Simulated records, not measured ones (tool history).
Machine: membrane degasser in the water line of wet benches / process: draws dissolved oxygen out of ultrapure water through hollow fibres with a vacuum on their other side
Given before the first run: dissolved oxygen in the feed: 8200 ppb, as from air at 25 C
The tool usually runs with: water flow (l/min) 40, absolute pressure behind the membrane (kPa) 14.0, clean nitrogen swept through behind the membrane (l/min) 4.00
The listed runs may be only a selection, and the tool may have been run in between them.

run   hour  water flow (l/min)  absolute pressure behind the membrane (kPa)  clean nitrogen swept through behind the membrane (l/min)  dissolved oxygen in the water behind the degasser (ppb)  pressure that the water loses in the fibres (kPa)
  1    0.0                  40                                         14.0                                                      4.00                                                    265.1                                              51.00
  2  156.3                  40                                         14.0                                                      4.00                                                    266.0                                              51.54
  3  271.0                  40                                         14.0                                                      4.00                                                    267.0                                              51.79
  4  411.0                  29                                         14.0                                                      4.00                                                    197.0                                              37.62
  5  536.8                  32                                         14.0                                                      4.00                                                    215.4                                              41.72
  6  747.2                  32                                         14.0                                                      4.00                                                    215.9                                              41.43
  7  839.3                  32                                         14.0                                                      4.00                                                    216.0                                              41.52

The next listed run, before its measurement:
  8  957.2                  64                                         22.2                                                      5.03                                                        ?                                                  ?

Run 8 measured dissolved oxygen in the water behind the degasser (ppb) 581.3, pressure that the water loses in the fibres (kPa) 83.15.
With no hidden state in the tool, this same run would have given dissolved oxygen in the water behind the degasser (ppb) 552.3, pressure that the water loses in the fibres (kPa) 78.27.
